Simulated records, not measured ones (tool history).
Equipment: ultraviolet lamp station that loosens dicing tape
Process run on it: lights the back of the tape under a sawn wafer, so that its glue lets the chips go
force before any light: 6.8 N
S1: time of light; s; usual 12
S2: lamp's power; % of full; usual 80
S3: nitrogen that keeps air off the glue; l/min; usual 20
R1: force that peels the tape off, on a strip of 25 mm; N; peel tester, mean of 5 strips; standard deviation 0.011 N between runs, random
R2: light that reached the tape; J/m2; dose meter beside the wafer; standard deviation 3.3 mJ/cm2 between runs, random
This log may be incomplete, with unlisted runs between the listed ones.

run    hour  S1  S2  S3     R1    R2
  1       0  12  80  20   0.71  4220
  2    30.8  12  80  20  0.735  4210
  3    52.7  12  80   8  1.112  4150
  4    99.4  12  83  20  0.749  4250
  5   148.8  12  83  20  0.797  4090
  6   173.4  12  80  20  0.833  3900
  7   197.3  12  80  20  0.862  3900
  8   247.1  12  80  20    0.9  3740
  9   290.4  12  80  20  0.883  3700
 10   325.1  12  80  20   0.94  3670
      347.8  -- window cleaned of glue's vapour
 11   352.2  12  80  20  0.709  4270
 12   390.1  12  80  20  0.762  4170
 13   433.1  12  80  20  0.769  4110
 14   468.5  12  80  20  0.778  4040
 15     516  12  80  20  0.821  3950
 16     549  12  80  20   0.83  3950
 17   593.7  12  80  20  0.836  3820
 18   633.5   7  80  20  1.949  2210
 19   659.8  12  80  20  0.871  3740
 20   706.9  12  80  20  0.962  3640
 21   734.8  23  80  11  0.395  6800
 22   778.5  23  80  11  0.407  6760
 23   815.5  19  61  11  0.948  4120
      865.2  -- window cleaned of glue's vapour
 24   865.2   9  73   9  1.837  2780
 25   905.6  12  83   7  1.215  4160
 26   936.4   8  68  20   1.88  2230
 27   958.4   9  96  23  0.979  3470
 28   988.7   9  96  23  0.995  3380
 29  1035.9  12  93  20  0.711  4340
 30  1061.2  12  93  20   0.71  4270
 31  1091.4  12  80  20  0.917  3610
 32  1126.3  15  71  13  0.955  3950
 33  1154.3  10  84  10  1.589  3070
 34  1182.4   8  66  27  2.156  1930
 35  1217.2  12  78  20  1.087  3360
 36  1259.4  12  78  20  1.166  3300
 37  1310.5  12  79  20  1.123  3260
 38  1364.3   7  79  11  2.618  1810
       1384  -- window cleaned of glue's vapour
 39  1416.3   7  79  22  1.943  2150

Branching from run 39: 3 alternative next runs. What would each branch give?
  A  1447.7  15  79  27   ?   ?
  B  1447.7  12  84  13   ?   ?
  C  1447.7  12  78  20   ?   ?

run     R1    R2
  A  0.581  4520
  B  1.028  3820
  C  0.968  3560
Stripped of hidden state, with their random variation kept, the same runs would have yielded:
run     R1    R2
  A  0.323  6450
  B  0.546  5450
  C  0.512  5090
